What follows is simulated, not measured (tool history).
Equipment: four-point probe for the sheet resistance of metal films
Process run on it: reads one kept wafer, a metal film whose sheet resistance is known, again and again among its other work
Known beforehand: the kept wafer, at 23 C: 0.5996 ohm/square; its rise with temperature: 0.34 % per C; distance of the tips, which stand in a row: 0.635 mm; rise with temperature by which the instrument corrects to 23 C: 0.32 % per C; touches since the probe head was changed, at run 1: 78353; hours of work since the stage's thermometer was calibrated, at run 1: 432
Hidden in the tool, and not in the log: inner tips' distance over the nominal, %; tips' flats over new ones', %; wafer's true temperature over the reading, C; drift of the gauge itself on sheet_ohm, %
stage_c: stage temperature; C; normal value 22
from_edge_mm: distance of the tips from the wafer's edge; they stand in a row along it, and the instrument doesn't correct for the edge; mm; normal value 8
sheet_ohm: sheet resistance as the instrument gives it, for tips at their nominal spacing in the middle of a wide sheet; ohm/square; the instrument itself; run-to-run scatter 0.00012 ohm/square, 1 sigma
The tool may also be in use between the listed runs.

run	hour	stage_c	from_edge_mm	touches since the probe head was changed	hours of work since the stage's thermometer was calibrated	sheet_ohm
1	0.0	22	8	78353	432	0.605356
2	50.6	22	29	80500	467	0.603753
3	101.9	22	29	82676	503	0.603845
4	138.0	30	8	84212	529	0.606927
5	174.5	30	8	85759	554	0.606934
6	226.9	20	8	87983	591	0.606072
7	262.7	20	8	89502	616	0.606127
8	311.2	22	3	91562	650	0.618590
9	371.5	22	3	94124	693	0.618765
10	425.9	22	43	96430	731	0.604772
11	474.6	22	43	98499	765	0.604893
12	522.8	22	43	100544	799	0.605214
# hour 554.5: new probe head fitted
13	574.2	26	8	838	834	0.604345
14	614.0	22	8	2525	862	0.604548
15	689.5	22	11	5733	915	0.603475
16	735.4	33	8	7678	948	0.605727
17	801.7	33	8	10493	994	0.606062
18	844.2	18	8	12297	1024	0.604396
19	899.5	18	13	14646	1063	0.603500
# hour 905.3: stage's thermometer calibrated
20	936.8	22	8	16205	22	0.605209
21	967.4	22	8	17505	44	0.605563
22	1025.6	22	8	19977	85	0.605726
23	1066.8	27	8	21725	113	0.606143
# hour 1081.9: stage's thermometer calibrated, once more
24	1141.0	27	26	24852	42	0.605412
25	1199.4	22	64	27331	83	0.604974
26	1258.9	23	3	29858	124	0.619589
27	1293.7	23	22	31335	149	0.605444

Expected results for the next run?
28	1362.2	26	65	34243	197	?

Run 28 yielded sheet_ohm 0.605995 ohm/square.
With the hidden condition absent and the run-to-run variation left alone, this run would have shown sheet_ohm 0.599979 ohm/square.
